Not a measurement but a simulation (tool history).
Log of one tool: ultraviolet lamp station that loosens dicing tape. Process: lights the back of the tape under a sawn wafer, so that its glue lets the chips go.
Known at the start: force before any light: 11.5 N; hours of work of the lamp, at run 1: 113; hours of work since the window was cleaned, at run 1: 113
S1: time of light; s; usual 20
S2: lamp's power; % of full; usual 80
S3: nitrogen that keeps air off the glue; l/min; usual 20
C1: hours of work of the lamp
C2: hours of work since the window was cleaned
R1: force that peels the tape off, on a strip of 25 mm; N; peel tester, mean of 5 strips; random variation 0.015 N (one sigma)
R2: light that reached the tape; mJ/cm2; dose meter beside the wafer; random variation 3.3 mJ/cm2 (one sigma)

run	hour	S1	S2	S3	C1	C2	R1	R2
1	0	20	80	20	113	113	0.77	500
2	67.9	20	95	20	143	143	0.526	595
3	130.8	20	95	20	170	170	0.559	589
4	171.9	20	80	16	188	188	0.97	486
5	212.2	20	80	16	205	205	1.014	484
6	251.2	20	80	16	222	222	1.004	484
7	282.9	20	80	8	236	236	1.747	477
8	318.8	20	80	20	251	251	0.883	477
9	354.8	20	91	20	267	267	0.659	541
10	426.6	20	91	20	298	298	0.675	540
11	490.8	20	91	20	326	326	0.688	536
12	546.9	20	91	20	350	350	0.69	515
13	603.3	20	77	14	375	375	1.352	441
14	638.6	22	70	15	390	390	1.292	435
# hour 643.5: window cleaned of glue's vapour
15	710.3	22	70	15	421	29	1.424	416
16	764.3	11	68	11	444	52	4.61	200
17	796.4	11	68	11	458	66	4.579	202
# hour 851.4: window cleaned of glue's vapour, once more
18	869	11	68	11	489	8	4.299	216
19	902	27	80	20	504	22	0.467	612
20	956.3	14	80	34	527	45	1.383	319
21	1003.5	33	69	11	548	66	0.748	634
22	1054	18	63	23	569	88	1.747	313
23	1105.2	22	86	26	592	110	0.553	523
24	1148.5	13	68	9	610	129	4.276	246

4 ways to go on from here, each from the tool as it stands after run 24. What would each give?
A	1198.1	23	79	9	632	150	?	?
B	1198.1	13	68	18	632	150	?	?
C	1198.1	20	80	29	632	150	?	?
D	1198.1	17	86	20	632	150	?	?

run	R1	R2
A	1.588	496
B	2.953	240
C	0.808	435
D	1.29	398
Without the tool's hidden state the same runs would have given:
run	R1	R2
A	1.077	602
B	2.241	292
C	0.522	530
D	0.857	484
